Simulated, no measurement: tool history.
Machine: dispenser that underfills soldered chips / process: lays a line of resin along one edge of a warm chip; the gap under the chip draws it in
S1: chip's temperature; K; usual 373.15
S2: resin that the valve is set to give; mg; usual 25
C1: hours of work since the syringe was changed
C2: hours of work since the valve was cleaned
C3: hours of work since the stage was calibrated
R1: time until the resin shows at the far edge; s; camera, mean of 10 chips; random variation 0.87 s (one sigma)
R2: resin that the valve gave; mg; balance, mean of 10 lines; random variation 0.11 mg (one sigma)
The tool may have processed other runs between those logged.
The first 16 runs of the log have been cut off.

| run | hour | S1 | S2 | C1 | C2 | C3 | R1 | R2 |
|---|---|---|---|---|---|---|---|---|
| 17 | 101 | 373.15 | 22.4 | 5 | 51 | 328 | 102 | 21.72 |
|  | 101.9 | new syringe of resin |
| 18 | 105.3 | 360.15 | 27.4 | 3 | 54 | 331 | 165.3 | 26.58 |
|  | 109.3 | new syringe of resin |
| 19 | 114 | 377.15 | 25 | 4 | 61 | 337 | 82.9 | 24 |
|  | 117 | new syringe of resin |
|  | 118 | dispensing valve cleaned and set on the balance |
| 20 | 119.4 | 377.15 | 25 | 1 | 1 | 340 | 75.3 | 25.17 |
|  | 125.1 | new syringe of resin |
| 21 | 126 | 377.15 | 25 | 1 | 6 | 345 | 77 | 24.95 |
| 22 | 131.9 | 378.15 | 25 | 5 | 10 | 350 | 83.5 | 24.96 |
|  | 132.8 | new syringe of resin |
|  | 140.6 | new syringe of resin |
| 23 | 141.3 | 378.15 | 25 | 1 | 17 | 357 | 72.3 | 24.73 |
| 24 | 146.5 | 378.15 | 25 | 5 | 21 | 361 | 80.7 | 24.72 |
|  | 148.1 | new syringe of resin |
| 25 | 153.6 | 376.15 | 26.2 | 4 | 26 | 366 | 86.6 | 25.63 |
|  | 155.1 | new syringe of resin |
|  | 162.4 | new syringe of resin |
| 26 | 162.4 | 377.15 | 22.3 | 0 | 33 | 372 | 77.2 | 21.82 |
| 27 | 166.9 | 372.15 | 27.1 | 3 | 36 | 376 | 102.1 | 26.66 |
|  | 169.9 | new syringe of resin |
| 28 | 171.5 | 380.15 | 26.3 | 1 | 40 | 379 | 67.7 | 25.54 |
|  | 177 | new syringe of resin |
| 29 | 177.5 | 373.15 | 25.1 | 0 | 44 | 383 | 85.8 | 24.27 |
|  | 184.4 | new syringe of resin |
| 30 | 185.4 | 386.15 | 27.7 | 1 | 50 | 389 | 51.8 | 26.92 |
|  | 192.1 | new syringe of resin |
| 31 | 194.5 | 373.15 | 25.8 | 2 | 56 | 396 | 92.5 | 25 |
|  | 199.7 | new syringe of resin |
| 32 | 201.2 | 373.15 | 25.8 | 1 | 61 | 401 | 88.6 | 24.97 |
|  | 203.8 | dispensing valve cleaned and set on the balance |
| 33 | 207.1 | 373.15 | 25.8 | 5 | 3 | 404 | 101.6 | 25.91 |

Forecast each of these 5 alternatives for the next run:
|  | 208.2 | new syringe of resin |
| A | 214.1 | 365.15 | 24.5 | 5 | 8 | 410 | ? | ? |
|  | 208.2 | new syringe of resin |
| B | 214.1 | 380.15 | 24.7 | 5 | 8 | 410 | ? | ? |
|  | 208.2 | new syringe of resin |
| C | 214.1 | 372.15 | 27.9 | 5 | 8 | 410 | ? | ? |
|  | 208.2 | new syringe of resin |
| D | 214.1 | 386.15 | 25.1 | 5 | 8 | 410 | ? | ? |
|  | 208.2 | new syringe of resin |
| E | 214.1 | 373.15 | 31.9 | 5 | 8 | 410 | ? | ? |

| run | R1 | R2 |
|---|---|---|
| A | 145 | 24.44 |
| B | 74.5 | 24.63 |
| C | 103.6 | 27.71 |
| D | 57.9 | 25.15 |
| E | 99.1 | 32.02 |
The same runs, with their run-to-run variation unchanged, on a tool lacking any hidden condition would have given:
| run | R1 | R2 |
|---|---|---|
| A | 117.1 | 24.49 |
| B | 60.5 | 24.68 |
| C | 83.9 | 27.76 |
| D | 47.1 | 25.2 |
| E | 80.2 | 32.07 |
